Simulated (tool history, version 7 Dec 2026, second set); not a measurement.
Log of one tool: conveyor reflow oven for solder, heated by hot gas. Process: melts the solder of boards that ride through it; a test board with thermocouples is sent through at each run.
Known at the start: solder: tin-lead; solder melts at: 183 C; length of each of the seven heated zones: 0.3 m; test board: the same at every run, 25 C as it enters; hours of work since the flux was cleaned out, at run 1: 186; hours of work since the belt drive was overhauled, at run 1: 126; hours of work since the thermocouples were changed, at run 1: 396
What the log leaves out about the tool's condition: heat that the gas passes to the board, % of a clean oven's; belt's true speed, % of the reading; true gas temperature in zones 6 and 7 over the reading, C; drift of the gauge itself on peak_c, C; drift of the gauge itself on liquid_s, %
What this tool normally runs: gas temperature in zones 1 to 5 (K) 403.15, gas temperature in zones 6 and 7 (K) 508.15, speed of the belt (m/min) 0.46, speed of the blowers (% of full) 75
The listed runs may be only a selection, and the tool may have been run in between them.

run	day	gas temperature in zones 1 to 5 (K)	gas temperature in zones 6 and 7 (K)	speed of the belt (m/min)	speed of the blowers (% of full)	hours of work since the flux was cleaned out	hours of work since the belt drive was overhauled	hours of work since the thermocouples were changed	highest temperature of the board (K)	time above the solder's melting point (s)
1	0	403.15	508.15	0.46	75	186	126	396	490.25	56
2	0.558	403.15	508.15	0.46	75	191	131	402	490.95	56.2
3	1.412	403.15	519.15	0.46	75	199	139	410	500.45	63
4	1.879	403.15	508.15	0.433	75	204	144	415	492.45	61.9
5	2.808	391.15	508.15	0.46	75	213	153	424	488.15	50.9
6	3.917	391.15	508.15	0.46	74	224	164	435	487.55	50.7
7	4.917	391.15	508.15	0.46	74	234	174	444	487.35	50.4
8	5.567	391.15	508.15	0.531	74	240	180	451	481.75	37.8
9	6.112	391.15	508.15	0.531	74	245	185	456	482.05	37.9
10	7.154	403.15	500.15	0.46	75	255	196	466	482.75	49.8
# day 7.833: flux residue cleaned out of gas plates and filters
11	8.312	403.15	500.15	0.46	75	5	205	476	484.45	51.7
12	8.779	403.15	500.15	0.46	75	9	209	480	484.45	51.8
13	9.508	403.15	514.15	0.46	75	16	216	487	497.55	61.4
14	10.446	403.15	508.15	0.46	75	26	226	496	492.35	57.7
15	11.208	394.15	508.15	0.46	75	33	233	504	490.05	53.5
16	12.342	403.15	518.15	0.476	90	44	244	515	500.75	62.2
17	13.192	403.15	518.15	0.51	59	52	252	523	492.95	51.9
18	13.775	408.15	518.15	0.527	59	58	258	529	491.95	51.3
19	14.529	395.15	508.15	0.46	63	65	266	536	487.15	51.2
20	15.417	390.15	515.15	0.549	75	74	274	545	487.75	41.6
21	16.512	390.15	515.15	0.549	75	85	285	556	487.55	41.5
# day 17.375: thermocouples of zones 6 and 7 changed
22	17.546	416.15	508.15	0.519	82	94	294	2	491.55	54.9
23	18.362	416.15	508.15	0.519	72	102	302	10	490.05	53
24	19.317	413.15	508.15	0.501	69	111	311	19	490.15	54.5
25	19.983	413.15	508.15	0.501	69	118	318	25	489.55	54.5
26	20.938	403.15	508.15	0.46	68	127	327	35	491.05	55.9
27	21.671	403.15	508.15	0.46	68	134	334	42	490.95	56.1
28	22.6	392.15	503.15	0.46	75	143	343	51	485.75	49.2
29	23.071	392.15	503.15	0.46	75	148	348	56	485.15	48.8
30	23.875	415.15	508.15	0.423	60	156	356	63	493.95	68.7

Hidden condition of the tool, last listed run before each entry between runs versus first listed run after:
In the gap between runs 10 and 11: flux residue cleaned out of gas plates and filters (day 7.833)
  heat that the gas passes to the board, % of a clean oven's: 91.2 -> 99; belt's true speed, % of the reading: 99.65 -> 99.62; true gas temperature in zones 6 and 7 over the reading, C: -1.29 -> -1.32
  measured minus no-state result, highest temperature of the board (K): -3.1 -> -1.3; time above the solder's melting point (s): -3.3 -> -1
In the gap between runs 21 and 22: thermocouples of zones 6 and 7 changed (day 17.375)
  heat that the gas passes to the board, % of a clean oven's: 96.1 -> 95.8; belt's true speed, % of the reading: 99.43 -> 99.41; true gas temperature in zones 6 and 7 over the reading, C: -1.52 -> 0.05
  measured minus no-state result, highest temperature of the board (K): -2.3 -> -0.8; time above the solder's melting point (s): -1.5 -> -0.3
